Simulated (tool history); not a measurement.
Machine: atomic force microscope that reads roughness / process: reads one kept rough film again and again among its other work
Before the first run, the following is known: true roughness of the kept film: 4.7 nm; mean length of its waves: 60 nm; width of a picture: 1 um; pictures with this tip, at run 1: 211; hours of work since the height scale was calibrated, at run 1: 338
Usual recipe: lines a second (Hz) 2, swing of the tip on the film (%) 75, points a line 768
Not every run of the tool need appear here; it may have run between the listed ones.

run,day,lines a second (Hz),swing of the tip on the film (%),points a line,pictures with this tip,hours of work since the height scale was calibrated,roughness of the kept film (nm (root mean square))
1,0,2,75,768,211,338,3.952
2,0.396,2,75,824,230,344,3.926
3,0.929,2,75,824,255,351,3.946
4,1.379,2.5,75,768,276,358,3.802
# day 1.458: height scale calibrated on a step standard
# day 1.579: new tip fitted
5,1.808,2,75,582,11,5,4.093
6,2.388,2,76,768,38,13,4.05
7,2.679,0.56,76,589,52,17,4.413
8,3.042,1.57,67,570,68,23,4.267
9,3.675,2.95,67,369,98,32,4.044
10,4.05,2,75,656,115,37,3.989
11,4.758,2.32,75,768,149,47,3.931
# day 4.862: height scale calibrated on a step standard, once more
12,5.096,2.32,75,768,162,3,3.878

5 options for the next run, each taken on its own from the tool as it stands now. Forecast them:
A,5.562,1.16,68,817,184,10,?
B,5.562,2,67,768,184,10,?
C,5.562,1.01,75,768,184,10,?
D,5.562,1.63,60,317,184,10,?
E,5.562,2.63,74,270,184,10,?

run,roughness of the kept film (nm (root mean square))
A,4.229
B,4.121
C,4.194
D,4.237
E,3.856
The same runs, with their run-to-run variation unchanged, on a tool lacking any hidden condition would have given:
run,roughness of the kept film (nm (root mean square))
A,4.397
B,4.284
C,4.36
D,4.405
E,4.009

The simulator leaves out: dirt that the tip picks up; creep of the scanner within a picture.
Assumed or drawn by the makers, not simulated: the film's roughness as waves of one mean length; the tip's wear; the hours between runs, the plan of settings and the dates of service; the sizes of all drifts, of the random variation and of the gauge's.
